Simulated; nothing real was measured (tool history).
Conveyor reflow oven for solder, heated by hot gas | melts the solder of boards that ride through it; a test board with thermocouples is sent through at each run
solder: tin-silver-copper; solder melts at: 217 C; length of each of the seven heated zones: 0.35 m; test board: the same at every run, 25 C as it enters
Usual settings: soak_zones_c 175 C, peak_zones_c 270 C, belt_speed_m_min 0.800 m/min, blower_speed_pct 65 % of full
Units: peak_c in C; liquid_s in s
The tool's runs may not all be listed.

| run | day | soak_zones_c | peak_zones_c | belt_speed_m_min | blower_speed_pct | peak_c | liquid_s |
|---|---|---|---|---|---|---|---|
| 1 | 0.000 | 175 | 270 | 0.800 | 65 | 251.3 | 38.7 |
| 2 | 0.358 | 175 | 270 | 0.800 | 65 | 251.3 | 38.6 |
| 3 | 0.679 | 184 | 270 | 0.800 | 65 | 253.1 | 41.7 |
| 4 | 0.929 | 175 | 270 | 0.845 | 65 | 249.5 | 35.1 |
| 5 | 1.208 | 175 | 270 | 0.845 | 65 | 249.4 | 35.2 |
| 6 | 1.608 | 175 | 270 | 0.845 | 65 | 249.3 | 35.2 |
| 7 | 1.988 | 175 | 270 | 0.845 | 65 | 249.3 | 35.1 |
| 8 | 2.421 | 175 | 270 | 0.845 | 65 | 249.3 | 35.0 |
| 9 | 2.850 | 175 | 270 | 0.845 | 65 | 249.4 | 34.9 |
| 10 | 3.167 | 175 | 270 | 0.845 | 65 | 249.1 | 35.2 |
| 11 | 3.538 | 167 | 270 | 0.800 | 70 | 251.1 | 36.6 |
| 12 | 3.967 | 167 | 270 | 0.800 | 70 | 250.9 | 36.4 |
| 13 | 4.271 | 167 | 270 | 0.800 | 70 | 250.8 | 36.7 |
| 14 | 4.592 | 167 | 270 | 0.800 | 70 | 251.1 | 36.6 |
| 15 | 4.921 | 160 | 270 | 0.801 | 65 | 247.9 | 33.1 |
| 16 | 5.200 | 160 | 284 | 0.809 | 65 | 259.8 | 38.8 |
| 17 | 5.412 | 189 | 259 | 0.740 | 65 | 246.8 | 44.3 |

Forecast each of these 5 alternatives for the next run:
| A | 5.671 | 173 | 274 | 0.811 | 65 | ? | ? |
| B | 5.671 | 163 | 259 | 0.803 | 53 | ? | ? |
| C | 5.671 | 189 | 260 | 0.740 | 65 | ? | ? |
| D | 5.671 | 164 | 270 | 0.886 | 64 | ? | ? |
| E | 5.671 | 189 | 259 | 0.740 | 78 | ? | ? |

| run | peak_c | liquid_s |
|---|---|---|
| A | 253.7 | 38.7 |
| B | 235.4 | 24.4 |
| C | 247.8 | 44.6 |
| D | 244.4 | 28.0 |
| E | 248.8 | 46.3 |
Without the tool's hidden state the same runs would have given:
| run | peak_c | liquid_s |
|---|---|---|
| A | 254.1 | 38.9 |
| B | 235.8 | 24.8 |
| C | 248.0 | 44.8 |
| D | 244.9 | 28.4 |
| E | 249.0 | 46.5 |
